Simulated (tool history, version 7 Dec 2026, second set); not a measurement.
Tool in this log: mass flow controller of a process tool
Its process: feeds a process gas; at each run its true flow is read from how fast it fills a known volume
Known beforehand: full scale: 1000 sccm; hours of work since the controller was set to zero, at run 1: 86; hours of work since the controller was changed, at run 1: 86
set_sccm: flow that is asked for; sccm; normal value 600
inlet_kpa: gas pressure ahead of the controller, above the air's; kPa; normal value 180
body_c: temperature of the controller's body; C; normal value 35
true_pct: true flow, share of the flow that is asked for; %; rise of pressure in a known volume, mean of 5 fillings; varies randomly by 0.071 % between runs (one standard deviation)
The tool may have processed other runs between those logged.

run,hour,set_sccm,inlet_kpa,body_c,hours of work since the controller was set to zero,hours of work since the controller was changed,true_pct
1,0.0,600,180,35,86,86,99.73
2,38.5,600,188,35,104,104,99.66
3,118.3,600,188,35,140,140,99.75
4,200.6,600,188,35,178,178,99.61
5,246.1,467,180,35,199,199,99.32
6,283.8,467,180,35,216,216,99.20
7,326.5,600,180,21,236,236,98.00
8,401.5,600,180,28,270,270,98.95
9,468.3,600,180,28,301,301,99.01
10,529.5,600,180,35,329,329,99.70
11,576.2,163,180,35,350,350,98.62
12,627.8,954,206,24,374,374,99.41
13,670.5,293,235,37,393,393,98.82
14,739.6,432,213,26,425,425,98.12
15,787.6,432,213,26,447,447,98.04
16,840.0,180,219,25,471,471,97.53
17,904.0,180,219,25,500,500,97.59
18,956.4,138,219,24,524,524,97.58
19,1001.0,588,197,37,545,545,99.55
20,1078.0,355,180,39,580,580,99.32

Each row is a separate what-if for the run after 20, all from the same tool condition, not one after another. Results?
A,1129.8,133,192,26,604,604,?
B,1129.8,330,180,32,604,604,?
C,1129.8,646,172,37,604,604,?
D,1129.8,443,141,31,604,604,?

run,true_pct
A,97.78
B,98.51
C,99.82
D,98.74
With the hidden condition removed and each run's random variation left untouched, the same runs would have given:
run,true_pct
A,97.56
B,98.76
C,100.23
D,99.08
